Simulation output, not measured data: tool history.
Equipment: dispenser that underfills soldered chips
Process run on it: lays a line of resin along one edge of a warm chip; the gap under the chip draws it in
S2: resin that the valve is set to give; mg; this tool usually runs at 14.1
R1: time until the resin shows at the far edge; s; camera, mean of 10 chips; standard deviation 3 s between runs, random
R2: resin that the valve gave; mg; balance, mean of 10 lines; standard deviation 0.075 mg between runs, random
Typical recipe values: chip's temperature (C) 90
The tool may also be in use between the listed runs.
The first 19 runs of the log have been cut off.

run 20 hour=133.4 | chip's_temperature_(C)=80 S2=12.6 | R1=558.0 R2=11.96
-- hour=136.3 new syringe of resin
run 21 hour=140.8 | chip's_temperature_(C)=80 S2=16.1 | R1=484.8 R2=14.95
run 22 hour=145.3 | chip's_temperature_(C)=87 S2=12.6 | R1=445.3 R2=11.76
-- hour=147.9 new syringe of resin
run 23 hour=150.9 | chip's_temperature_(C)=102 S2=17.8 | R1=206.2 R2=16.50
run 24 hour=155.7 | chip's_temperature_(C)=101 S2=14.2 | R1=258.0 R2=13.22
-- hour=158.7 new syringe of resin
run 25 hour=162.3 | chip's_temperature_(C)=101 S2=14.2 | R1=222.7 R2=13.10
-- hour=168.2 dispensing valve cleaned and set on the balance
-- hour=170.6 new syringe of resin
run 26 hour=171.8 | chip's_temperature_(C)=101 S2=14.2 | R1=205.5 R2=14.23
run 27 hour=175.8 | chip's_temperature_(C)=101 S2=16.2 | R1=230.1 R2=16.01
-- hour=181.6 new syringe of resin
run 28 hour=182.7 | chip's_temperature_(C)=101 S2=16.2 | R1=202.1 R2=16.15
run 29 hour=191.8 | chip's_temperature_(C)=85 S2=15.2 | R1=473.6 R2=15.06
-- hour=192.5 new syringe of resin
run 30 hour=197.9 | chip's_temperature_(C)=89 S2=13.2 | R1=365.2 R2=13.00
-- hour=203.6 new syringe of resin
run 31 hour=206.6 | chip's_temperature_(C)=84 S2=13.2 | R1=399.6 R2=13.07
run 32 hour=212.5 | chip's_temperature_(C)=90 S2=14.4 | R1=382.7 R2=14.04
-- hour=214.8 new syringe of resin
run 33 hour=219.7 | chip's_temperature_(C)=90 S2=14.4 | R1=333.0 R2=14.06
-- hour=226.0 new syringe of resin
run 34 hour=228.3 | chip's_temperature_(C)=90 S2=14.4 | R1=316.8 R2=14.09

Branching from run 34: 3 alternative next runs. What would each branch give?
run A hour=233.9 | chip's_temperature_(C)=90 S2=15.8 | R1=? R2=?
run B hour=233.9 | chip's_temperature_(C)=94 S2=16.0 | R1=? R2=?
run C hour=233.9 | chip's_temperature_(C)=101 S2=14.4 | R1=? R2=?

run=A R1=373.2 R2=15.31
run=B R1=330.8 R2=15.44
run=C R1=258.0 R2=13.91
Take away the tool's hidden state, keep each run's random variation, and the runs would have read:
run=A R1=296.5 R2=15.78
run=B R1=262.6 R2=15.92
run=C R1=204.3 R2=14.33

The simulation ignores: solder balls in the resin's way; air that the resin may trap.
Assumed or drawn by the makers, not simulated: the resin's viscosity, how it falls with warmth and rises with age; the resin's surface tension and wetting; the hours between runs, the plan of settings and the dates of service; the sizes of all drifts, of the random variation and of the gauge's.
